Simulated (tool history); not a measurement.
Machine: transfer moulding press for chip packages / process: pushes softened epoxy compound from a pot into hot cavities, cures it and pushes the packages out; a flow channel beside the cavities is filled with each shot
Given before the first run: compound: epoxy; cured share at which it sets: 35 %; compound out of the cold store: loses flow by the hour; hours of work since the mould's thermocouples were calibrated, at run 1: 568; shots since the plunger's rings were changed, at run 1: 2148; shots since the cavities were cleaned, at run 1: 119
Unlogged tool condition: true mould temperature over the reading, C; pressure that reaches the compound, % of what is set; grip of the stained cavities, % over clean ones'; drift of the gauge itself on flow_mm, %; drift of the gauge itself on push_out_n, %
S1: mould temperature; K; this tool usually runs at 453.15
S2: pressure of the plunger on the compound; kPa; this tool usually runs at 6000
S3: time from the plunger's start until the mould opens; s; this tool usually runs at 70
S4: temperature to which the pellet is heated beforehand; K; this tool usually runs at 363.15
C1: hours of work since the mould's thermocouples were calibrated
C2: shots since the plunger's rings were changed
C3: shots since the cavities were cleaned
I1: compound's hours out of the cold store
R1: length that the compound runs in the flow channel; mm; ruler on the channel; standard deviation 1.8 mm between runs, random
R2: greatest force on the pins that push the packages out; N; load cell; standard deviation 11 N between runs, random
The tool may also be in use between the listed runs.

{"run": 1, "hour": 0.0, "S1": 453.15, "S2": 6000, "S3": 70, "S4": 363.15, "C1": 568, "C2": 2148, "C3": 119, "I1": 12.9, "R1": 674, "R2": 620}
{"hour": 28.3, "done": "cavities cleaned with cleaning compound and waxed"}
{"run": 2, "hour": 28.3, "S1": 453.15, "S2": 6050, "S3": 70, "S4": 363.15, "C1": 582, "C2": 2507, "C3": 0, "I1": 33.3, "R1": 612, "R2": 498}
{"run": 3, "hour": 52.2, "S1": 453.15, "S2": 6050, "S3": 70, "S4": 363.15, "C1": 594, "C2": 2827, "C3": 320, "I1": 33.0, "R1": 613, "R2": 759}
{"hour": 64.3, "done": "cavities cleaned with cleaning compound and waxed"}
{"hour": 100.8, "done": "cavities cleaned with cleaning compound and waxed"}
{"run": 4, "hour": 104.6, "S1": 453.15, "S2": 6050, "S3": 70, "S4": 363.15, "C1": 619, "C2": 3489, "C3": 50, "I1": 14.6, "R1": 663, "R2": 575}
{"hour": 134.7, "done": "cavities cleaned with cleaning compound and waxed"}
{"run": 5, "hour": 155.6, "S1": 453.15, "S2": 6050, "S3": 70, "S4": 363.15, "C1": 645, "C2": 4153, "C3": 281, "I1": 35.3, "R1": 599, "R2": 735}
{"hour": 168.4, "done": "cavities cleaned with cleaning compound and waxed"}
{"hour": 178.7, "done": "plunger's sealing rings changed"}
{"run": 6, "hour": 196.1, "S1": 453.15, "S2": 6050, "S3": 70, "S4": 363.15, "C1": 663, "C2": 233, "C3": 337, "I1": 14.2, "R1": 680, "R2": 817}
{"hour": 206.1, "done": "cavities cleaned with cleaning compound and waxed"}
{"hour": 239.5, "done": "cavities cleaned with cleaning compound and waxed"}
{"run": 7, "hour": 245.5, "S1": 453.15, "S2": 6050, "S3": 70, "S4": 363.15, "C1": 687, "C2": 855, "C3": 80, "I1": 21.1, "R1": 653, "R2": 601}
{"hour": 275.8, "done": "cavities cleaned with cleaning compound and waxed"}
{"run": 8, "hour": 293.0, "S1": 453.15, "S2": 6050, "S3": 88, "S4": 363.15, "C1": 711, "C2": 1471, "C3": 230, "I1": 9.6, "R1": 691, "R2": 640}
{"hour": 309.9, "done": "cavities cleaned with cleaning compound and waxed"}
{"hour": 346.5, "done": "cavities cleaned with cleaning compound and waxed"}
{"run": 9, "hour": 349.3, "S1": 454.15, "S2": 6000, "S3": 70, "S4": 363.15, "C1": 738, "C2": 2186, "C3": 39, "I1": 31.6, "R1": 610, "R2": 509}
{"hour": 381.8, "done": "cavities cleaned with cleaning compound and waxed"}
{"run": 10, "hour": 403.7, "S1": 453.15, "S2": 6000, "S3": 92, "S4": 363.15, "C1": 765, "C2": 2895, "C3": 294, "I1": 27.0, "R1": 622, "R2": 682}
{"hour": 408.0, "done": "mould's thermocouples calibrated"}
{"hour": 417.9, "done": "cavities cleaned with cleaning compound and waxed"}
{"run": 11, "hour": 448.6, "S1": 453.15, "S2": 6000, "S3": 92, "S4": 363.15, "C1": 20, "C2": 3449, "C3": 412, "I1": 18.9, "R1": 647, "R2": 715}
{"hour": 454.2, "done": "cavities cleaned with cleaning compound and waxed"}
{"hour": 488.7, "done": "cavities cleaned with cleaning compound and waxed"}
{"run": 12, "hour": 496.0, "S1": 453.15, "S2": 6000, "S3": 92, "S4": 356.15, "C1": 43, "C2": 4044, "C3": 98, "I1": 24.6, "R1": 624, "R2": 544}
{"hour": 525.4, "done": "plunger's sealing rings changed"}
{"hour": 526.9, "done": "cavities cleaned with cleaning compound and waxed"}
{"run": 13, "hour": 552.2, "S1": 453.15, "S2": 6000, "S3": 92, "S4": 356.15, "C1": 70, "C2": 339, "C3": 339, "I1": 46.6, "R1": 585, "R2": 669}
{"hour": 563.0, "done": "cavities cleaned with cleaning compound and waxed"}
{"run": 14, "hour": 588.4, "S1": 453.15, "S2": 6850, "S3": 80, "S4": 356.15, "C1": 87, "C2": 804, "C3": 340, "I1": 29.5, "R1": 673, "R2": 711}
{"hour": 597.7, "done": "cavities cleaned with cleaning compound and waxed"}
{"hour": 631.3, "done": "cavities cleaned with cleaning compound and waxed"}
{"run": 15, "hour": 631.3, "S1": 453.15, "S2": 5620, "S3": 62, "S4": 370.15, "C1": 108, "C2": 1338, "C3": 0, "I1": 22.3, "R1": 624, "R2": 598}
{"hour": 654.5, "done": "mould's thermocouples calibrated, once more"}
{"hour": 668.9, "done": "cavities cleaned with cleaning compound and waxed"}
{"run": 16, "hour": 684.6, "S1": 453.15, "S2": 6880, "S3": 70, "S4": 363.15, "C1": 15, "C2": 2006, "C3": 210, "I1": 21.4, "R1": 701, "R2": 737}
{"hour": 703.3, "done": "cavities cleaned with cleaning compound and waxed"}
{"hour": 738.3, "done": "cavities cleaned with cleaning compound and waxed"}
{"run": 17, "hour": 740.6, "S1": 460.15, "S2": 6400, "S3": 99, "S4": 367.15, "C1": 42, "C2": 2716, "C3": 31, "I1": 8.1, "R1": 690, "R2": 462}
{"hour": 772.9, "done": "cavities cleaned with cleaning compound and waxed"}
{"run": 18, "hour": 794.2, "S1": 460.15, "S2": 6400, "S3": 99, "S4": 367.15, "C1": 69, "C2": 3414, "C3": 285, "I1": 10.6, "R1": 675, "R2": 666}
{"hour": 807.3, "done": "cavities cleaned with cleaning compound and waxed"}
{"run": 19, "hour": 819.9, "S1": 460.15, "S2": 6400, "S3": 99, "S4": 367.15, "C1": 81, "C2": 3739, "C3": 170, "I1": 39.3, "R1": 590, "R2": 575}
{"hour": 843.6, "done": "cavities cleaned with cleaning compound and waxed"}
{"run": 20, "hour": 845.7, "S1": 453.15, "S2": 5280, "S3": 70, "S4": 369.15, "C1": 93, "C2": 4064, "C3": 28, "I1": 15.2, "R1": 618, "R2": 593}
{"hour": 875.0, "done": "plunger's sealing rings changed"}
{"hour": 880.5, "done": "cavities cleaned with cleaning compound and waxed"}
{"run": 21, "hour": 893.4, "S1": 453.15, "S2": 5280, "S3": 70, "S4": 369.15, "C1": 116, "C2": 227, "C3": 174, "I1": 29.4, "R1": 594, "R2": 707}
{"hour": 914.3, "done": "cavities cleaned with cleaning compound and waxed"}
{"run": 22, "hour": 927.8, "S1": 451.15, "S2": 6000, "S3": 97, "S4": 363.15, "C1": 133, "C2": 666, "C3": 180, "I1": 12.9, "R1": 691, "R2": 577}
{"hour": 951.6, "done": "cavities cleaned with cleaning compound and waxed"}
{"run": 23, "hour": 959.0, "S1": 461.15, "S2": 5640, "S3": 99, "S4": 360.15, "C1": 148, "C2": 1065, "C3": 99, "I1": 21.9, "R1": 611, "R2": 561}
{"hour": 985.9, "done": "cavities cleaned with cleaning compound and waxed"}
{"run": 24, "hour": 1002.0, "S1": 453.15, "S2": 6360, "S3": 70, "S4": 363.15, "C1": 169, "C2": 1621, "C3": 216, "I1": 25.3, "R1": 660, "R2": 722}
{"hour": 1019.4, "done": "cavities cleaned with cleaning compound and waxed"}
{"run": 25, "hour": 1047.4, "S1": 460.15, "S2": 5010, "S3": 70, "S4": 363.15, "C1": 192, "C2": 2209, "C3": 375, "I1": 20.6, "R1": 578, "R2": 748}

Estimate the outcome of run 26 from the log above:
{"hour": 1054.1, "done": "cavities cleaned with cleaning compound and waxed"}
{"run": 26, "hour": 1082.7, "S1": 453.15, "S2": 5080, "S3": 70, "S4": 363.15, "C1": 209, "C2": 2663, "C3": 384, "I1": 35.2, "R1": "?", "R2": "?"}

R1: 556 mm
R2: 879 N
Without the tool's hidden state the same run would have given R1 569 mm, R2 544 N.
